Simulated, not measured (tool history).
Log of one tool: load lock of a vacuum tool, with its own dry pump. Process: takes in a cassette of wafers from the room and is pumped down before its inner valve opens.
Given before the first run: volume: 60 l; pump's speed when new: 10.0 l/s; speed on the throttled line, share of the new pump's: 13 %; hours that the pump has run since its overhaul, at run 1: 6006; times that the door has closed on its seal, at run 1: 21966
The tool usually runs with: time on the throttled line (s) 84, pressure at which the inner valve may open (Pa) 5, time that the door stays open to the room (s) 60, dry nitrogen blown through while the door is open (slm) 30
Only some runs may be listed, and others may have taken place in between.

| run | hour | time on the throttled line (s) | pressure at which the inner valve may open (Pa) | time that the door stays open to the room (s) | dry nitrogen blown through while the door is open (slm) | hours that the pump has run since its overhaul | times that the door has closed on its seal | incoming humidity of the room's air, % | time from the closed door until the inner valve may open (s) | rise of the pressure with all valves shut (Pa/min) |
|---|---|---|---|---|---|---|---|---|---|---|
| 1 | 0 | 84 | 5 | 60 | 30 | 6006 | 21966 | 45.8 | 136 | 0.063 |
| 2 | 126.8 | 84 | 5 | 60 | 30 | 6133 | 22580 | 47.3 | 135.9 | 0.073 |
| 3 | 217 | 84 | 5 | 60 | 30 | 6223 | 23016 | 46.4 | 135.9 | 0.068 |
| 4 | 294.8 | 84 | 5 | 60 | 30 | 6301 | 23393 | 41.1 | 136.5 | 0.063 |
| 5 | 426.5 | 84 | 5 | 60 | 30 | 6433 | 24030 | 42.9 | 136 | 0.068 |
| 6 | 534.1 | 84 | 5 | 60 | 30 | 6540 | 24551 | 42.4 | 135 | 0.076 |
| 7 | 604.9 | 84 | 4 | 60 | 30 | 6611 | 24893 | 44.6 | 136.3 | 0.073 |
| 8 | 687.2 | 84 | 5 | 60 | 30 | 6694 | 25292 | 43.9 | 135.3 | 0.077 |
| 9 | 745.4 | 84 | 5 | 60 | 30 | 6752 | 25573 | 46.3 | 135.8 | 0.08 |
| 10 | 838.2 | 84 | 5 | 60 | 30 | 6845 | 26022 | 44.3 | 134.1 | 0.08 |
| 11 | 922.2 | 84 | 5 | 60 | 30 | 6929 | 26429 | 48.3 | 136.1 | 0.078 |
| 12 | 990.5 | 84 | 5 | 60 | 30 | 6997 | 26759 | 48 | 136.9 | 0.08 |
| 13 | 1105.3 | 84 | 5 | 60 | 30 | 7112 | 27315 | 43.5 | 136 | 0.081 |
| 14 | 1195.6 | 84 | 5 | 137 | 30 | 7202 | 27752 | 43.8 | 137.6 | 0.096 |
| 15 | 1257.2 | 84 | 5 | 25 | 30 | 7264 | 28050 | 43.8 | 136.1 | 0.066 |
| 16 | 1313.5 | 84 | 5 | 60 | 30 | 7320 | 28323 | 41.6 | 135.2 | 0.08 |
| 17 | 1443.4 | 84 | 5 | 187 | 30 | 7450 | 28951 | 44.5 | 136.5 | 0.115 |
| 18 | 1521.4 | 84 | 5 | 177 | 30 | 7528 | 29328 | 44.1 | 136.4 | 0.116 |
| 19 | 1593.4 | 84 | 5 | 177 | 30 | 7600 | 29677 | 46.8 | 137.8 | 0.111 |
| 20 | 1688.1 | 84 | 5 | 177 | 30 | 7694 | 30135 | 43.4 | 136.4 | 0.12 |
| 21 | 1777.4 | 84 | 5 | 177 | 30 | 7784 | 30567 | 45.5 | 135.9 | 0.12 |
| 22 | 1892.6 | 47 | 5 | 52 | 6 | 7899 | 31125 | 46 | 105.3 | 0.113 |

Estimate the outcome of run 23 from the log above:
| 23 | 2023.2 | 81 | 5 | 79 | 30 | 8030 | 31757 | 45.3 | ? | ? |

{"run 23": {"time from the closed door until the inner valve may open (s)": 133.5, "rise of the pressure with all valves shut (Pa/min)": 0.094}}
Minus the tool's unlogged condition, the same run would have read time from the closed door until the inner valve may open (s) 130.3, rise of the pressure with all valves shut (Pa/min) 0.024.
